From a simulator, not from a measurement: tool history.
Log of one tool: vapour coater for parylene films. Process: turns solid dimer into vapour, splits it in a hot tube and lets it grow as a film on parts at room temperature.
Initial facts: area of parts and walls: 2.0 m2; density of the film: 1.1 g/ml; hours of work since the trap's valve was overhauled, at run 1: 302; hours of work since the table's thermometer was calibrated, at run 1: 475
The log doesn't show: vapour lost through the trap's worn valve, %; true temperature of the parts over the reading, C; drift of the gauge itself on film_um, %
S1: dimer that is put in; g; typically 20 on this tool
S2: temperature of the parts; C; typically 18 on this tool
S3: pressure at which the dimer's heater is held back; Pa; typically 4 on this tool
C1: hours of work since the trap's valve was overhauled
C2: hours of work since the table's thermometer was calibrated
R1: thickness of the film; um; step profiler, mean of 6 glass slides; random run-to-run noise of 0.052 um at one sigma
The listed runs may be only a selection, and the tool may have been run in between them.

| run | hour | S1 | S2 | S3 | C1 | C2 | R1 |
|---|---|---|---|---|---|---|---|
| 1 | 0 | 20 | 18 | 4 | 302 | 475 | 5.78 |
| 2 | 9.7 | 20 | 18 | 9.81 | 308 | 481 | 4.92 |
| 3 | 28.2 | 20 | 18 | 9.81 | 319 | 492 | 4.91 |
| 4 | 42.6 | 20 | 18 | 9.81 | 328 | 501 | 4.94 |
| 5 | 60.4 | 20 | 18 | 9.81 | 338 | 511 | 4.92 |
| 6 | 75.8 | 28 | 18 | 4 | 348 | 521 | 8.03 |
| 7 | 88.5 | 13 | 18 | 4 | 355 | 528 | 3.68 |
| 8 | 103.9 | 13 | 18 | 4 | 365 | 537 | 3.68 |
| 9 | 120.3 | 20 | 18 | 10.82 | 374 | 547 | 4.84 |
| 10 | 133.1 | 20 | 11 | 4 | 382 | 555 | 6.92 |
| 11 | 146.2 | 20 | 18 | 11.53 | 390 | 563 | 4.74 |
| 12 | 162.6 | 11 | 18 | 4 | 400 | 573 | 3.16 |
| 13 | 172 | 11 | 18 | 4 | 406 | 579 | 3.12 |
| 14 | 185.6 | 31 | 11 | 4.81 | 414 | 587 | 10.33 |
| 15 | 200.1 | 28 | 18 | 4 | 423 | 596 | 7.97 |
| 16 | 219.1 | 18 | 22 | 6.08 | 434 | 607 | 4.31 |
| 17 | 238.1 | 18 | 22 | 6.08 | 445 | 618 | 4.24 |
| 18 | 248.4 | 12 | 18 | 5.64 | 452 | 625 | 3.17 |
| 19 | 260.5 | 12 | 18 | 5.64 | 459 | 632 | 3.11 |
| 20 | 279.4 | 12 | 18 | 5.64 | 470 | 643 | 3.15 |
| 21 | 298.5 | 9 | 18 | 5.08 | 482 | 655 | 2.45 |
|  | 305 | trap's valve overhauled |
| 22 | 317.2 | 9 | 18 | 5.08 | 7 | 664 | 2.6 |
| 23 | 331.4 | 20 | 10 | 4.64 | 16 | 672 | 7.32 |
| 24 | 344.3 | 20 | 10 | 4.64 | 24 | 680 | 7.31 |
| 25 | 363 | 20 | 10 | 4.64 | 35 | 691 | 7.29 |
| 26 | 374.3 | 20 | 10 | 4.64 | 42 | 698 | 7.23 |

Had the tool no unlogged condition, and each run kept its random variation, what would the results have been?
| run | R1 |
|---|---|
| 1 | 5.99 |
| 2 | 5.1 |
| 3 | 5.1 |
| 4 | 5.14 |
| 5 | 5.12 |
| 6 | 8.37 |
| 7 | 3.83 |
| 8 | 3.84 |
| 9 | 5.06 |
| 10 | 7.24 |
| 11 | 4.97 |
| 12 | 3.31 |
| 13 | 3.28 |
| 14 | 10.85 |
| 15 | 8.38 |
| 16 | 4.54 |
| 17 | 4.48 |
| 18 | 3.35 |
| 19 | 3.29 |
| 20 | 3.33 |
| 21 | 2.59 |
| 22 | 2.57 |
| 23 | 7.24 |
| 24 | 7.24 |
| 25 | 7.23 |
| 26 | 7.18 |
